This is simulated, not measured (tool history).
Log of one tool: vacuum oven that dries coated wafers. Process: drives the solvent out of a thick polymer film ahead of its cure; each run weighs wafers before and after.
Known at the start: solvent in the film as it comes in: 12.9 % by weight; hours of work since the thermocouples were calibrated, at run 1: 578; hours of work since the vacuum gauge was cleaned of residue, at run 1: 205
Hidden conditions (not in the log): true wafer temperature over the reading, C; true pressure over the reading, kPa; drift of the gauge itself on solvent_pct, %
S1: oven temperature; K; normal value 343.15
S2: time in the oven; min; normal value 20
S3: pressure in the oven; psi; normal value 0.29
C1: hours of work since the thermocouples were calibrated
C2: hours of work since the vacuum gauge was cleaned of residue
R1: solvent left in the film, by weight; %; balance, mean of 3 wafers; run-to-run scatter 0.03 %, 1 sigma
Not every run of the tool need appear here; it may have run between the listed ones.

run,hour,S1,S2,S3,C1,C2,R1
1,0,343.15,20,0.29,578,205,2.14
2,33.3,343.15,23,0.29,599,226,1.78
3,68.6,343.15,23,0.29,621,249,1.82
4,91.6,343.15,23,0.29,636,264,1.77
5,126.1,343.15,20,0.29,658,286,2.28
6,159.3,343.15,20,0.29,680,307,2.19
7,187.8,344.15,20,0.609,698,325,2.48
# hour 192.6: vacuum gauge cleaned of residue and calibrated
8,222,343.15,11,0.29,719,19,4.27
9,249.1,343.15,30,0.151,736,36,1.03
10,289.8,358.15,14,0.524,762,62,0.82

Describe how what the log doesn't record of the tool's condition differs between the last listed run preceding each entry between runs and the first listed run following it.
Logged between run 7 and run 8: vacuum gauge cleaned of residue and calibrated (hour 192.6)
  true wafer temperature over the reading, C: -1.96 -> -2; true pressure over the reading, kPa: 0.107 -> 0.182
  measured minus no-state result, R1: +0.46 -> +0.6 %
